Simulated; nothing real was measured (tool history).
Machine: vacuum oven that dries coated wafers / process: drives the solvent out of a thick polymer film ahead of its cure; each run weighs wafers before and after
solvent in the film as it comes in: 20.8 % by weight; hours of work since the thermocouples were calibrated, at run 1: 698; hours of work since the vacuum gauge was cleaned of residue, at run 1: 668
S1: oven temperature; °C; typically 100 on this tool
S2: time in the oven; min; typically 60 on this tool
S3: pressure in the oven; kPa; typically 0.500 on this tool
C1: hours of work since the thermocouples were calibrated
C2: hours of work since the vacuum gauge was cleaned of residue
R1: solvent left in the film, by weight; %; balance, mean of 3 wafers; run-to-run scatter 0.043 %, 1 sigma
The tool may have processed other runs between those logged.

run   hour   S1  S2     S3    C1   C2    R1
  1    0.0  100  60  0.500   698  668  1.76
  2   30.3  100  60  0.500   717  687  1.78
  3   46.0  100  60  0.500   727  698  1.76
  4   66.1  100  60  0.500   740  710  1.81
  5   80.9  100  60  0.500   750  720  1.82
  6   99.9  111  60  0.500   762  732  0.88
  7  123.8  100  60  0.500   777  747  1.76
  8  147.7  100  60  0.477   793  763  1.79
  9  171.3  100  60  0.477   808  778  1.75
 10  193.3  100  60  0.477   822  792  1.72
 11  218.4  100  60  0.500   838  808  1.73
 12  237.3  100  60  0.500   850  820  1.84
 13  261.6  100  60  0.500   866  836  1.82
 14  284.4  100  60  0.500   880  851  1.86
     288.1  -- vacuum gauge cleaned of residue and calibrated
 15  311.6  105  81  0.379   897   15  1.15
 16  335.9  105  81  0.802   912   31  1.90
 17  368.9   97  94  0.500   934   52  1.92
 18  386.4  100  45  0.500   945   63  2.69
 19  401.8  107  60  0.357   955   73  1.15
 20  426.3  107  60  0.357   970   89  1.21
 21  448.0  107  60  0.357   984  103  1.13
     464.3  -- vacuum gauge cleaned of residue and calibrated, once more
 22  467.8  100  75  1.464   996    2  2.97
 23  491.8   93  75  1.745  1012   18  4.80
 24  506.0   93  75  1.745  1021   27  4.73
 25  538.9  100  43  0.595  1042   48  2.32
 26  562.8  100  43  0.595  1057   63  2.45
 27  590.9  100  43  0.595  1075   81  2.38

3 ways to go on from here, each from the tool as it stands after run 27. What would each give?
  A  622.4   89  34  0.959  1095  102   ?
  B  622.4  100  74  0.348  1095  102   ?
  C  622.4  108  55  0.890  1095  102   ?

run    R1
  A  6.96
  B  0.93
  C  1.45
Stripped of hidden state, with their random variation kept, the same runs would have yielded:
run    R1
  A  7.76
  B  1.07
  C  1.62
